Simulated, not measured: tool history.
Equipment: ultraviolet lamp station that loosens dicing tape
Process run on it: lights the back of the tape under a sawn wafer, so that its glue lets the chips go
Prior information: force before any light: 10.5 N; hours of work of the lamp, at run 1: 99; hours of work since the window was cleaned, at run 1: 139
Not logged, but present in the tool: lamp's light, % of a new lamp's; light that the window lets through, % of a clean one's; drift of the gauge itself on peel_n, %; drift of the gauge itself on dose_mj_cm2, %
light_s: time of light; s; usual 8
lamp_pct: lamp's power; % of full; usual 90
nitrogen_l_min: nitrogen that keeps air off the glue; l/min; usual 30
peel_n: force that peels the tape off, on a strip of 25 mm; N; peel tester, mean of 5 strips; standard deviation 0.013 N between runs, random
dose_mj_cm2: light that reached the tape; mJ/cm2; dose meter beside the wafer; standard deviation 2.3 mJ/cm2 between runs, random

run   hour  light_s  lamp_pct  nitrogen_l_min  hours of work of the lamp  hours of work since the window was cleaned  peel_n  dose_mj_cm2
  1      0        8        90              30                         99                                         139   0.821          211
  2    6.7        8        90              30                        103                                         144   0.815          210
  3   14.1        8        90              37                        108                                         148   0.763          211
  4   20.5        8        90              37                        112                                         152   0.792          206
  5   27.9        8        90              37                        117                                         157   0.783          206
  6     40        8        90              37                        124                                         165   0.772          210
  7   52.1        8        90              30                        132                                         172   0.843          204
  8   62.5        8        90              30                        138                                         179    0.91          202
  9   78.1        8        90              30                        148                                         189   0.892          203
 10   92.1        8        90              30                        157                                         198   0.942          200
 11  106.1        8        90              30                        166                                         207   0.971          201
 12  118.5        8        90              30                        174                                         214   0.942          194
 13  131.6        8        90              30                        182                                         223   0.953          196
 14  147.1        8        90              30                        192                                         233   0.989          193
 15  156.1        8        90              30                        198                                         238   0.992          187
 16  171.3        8        90              30                        208                                         248   0.994          187
 17  186.2        8        90              30                        217                                         257   0.982          195
 18  193.7        8        90              30                        222                                         262   1.048          188
     199.6  -- window cleaned of glue's vapour
 19  202.5        8        90              30                        227                                           2   0.702          230
 20  212.6        8        62              20                        233                                           8   1.665          155
 21  219.4        4        61              30                        238                                          13   3.933           75
 22  228.8       11        74              25                        244                                          19   0.587          256
 23  241.9        6        62              35                        252                                          27   2.423          111
 24  251.8        6        62              35                        258                                          33    2.37          116
 25  266.5        9        62              48                        268                                          42   1.084          168
 26  281.3        9        62              48                        277                                          52    1.12          169
 27  294.4        4        86              10                        285                                          60    3.66          102
 28  302.2        9        74              11                        290                                          65   1.407          199
 29  309.1        8        94              30                        295                                          69   0.722          225
 30  321.2       13        94              19                        302                                          77   0.314          361
 31  335.5        4        90              26                        311                                          86   2.771          103
 32    350       12        64              37                        321                                          96   0.678          222
 33  362.9       12        64              37                        329                                         104   0.681          219
 34  371.9        8        97              14                        335                                         109   0.967          223
 35  386.8        8        60              30                        344                                         119   1.871          137
 36  394.8        8        60              30                        349                                         124   1.834          138
 37  408.5       14        66              27                        358                                         133   0.535          263

Forecast each of these 3 alternatives for the next run:
  A  423.8        5        62              24                        368                                         142       ?            ?
  B  423.8        5        86              13                        368                                         142       ?            ?
  C  423.8        8        90              30                        368                                         142       ?            ?

run  peel_n  dose_mj_cm2
  A   3.442           87
  B   2.902          123
  C     0.9          198
The same runs, with their run-to-run variation unchanged, on a tool lacking any hidden condition would have given:
run  peel_n  dose_mj_cm2
  A   2.821          104
  B   2.284          146
  C   0.619          236

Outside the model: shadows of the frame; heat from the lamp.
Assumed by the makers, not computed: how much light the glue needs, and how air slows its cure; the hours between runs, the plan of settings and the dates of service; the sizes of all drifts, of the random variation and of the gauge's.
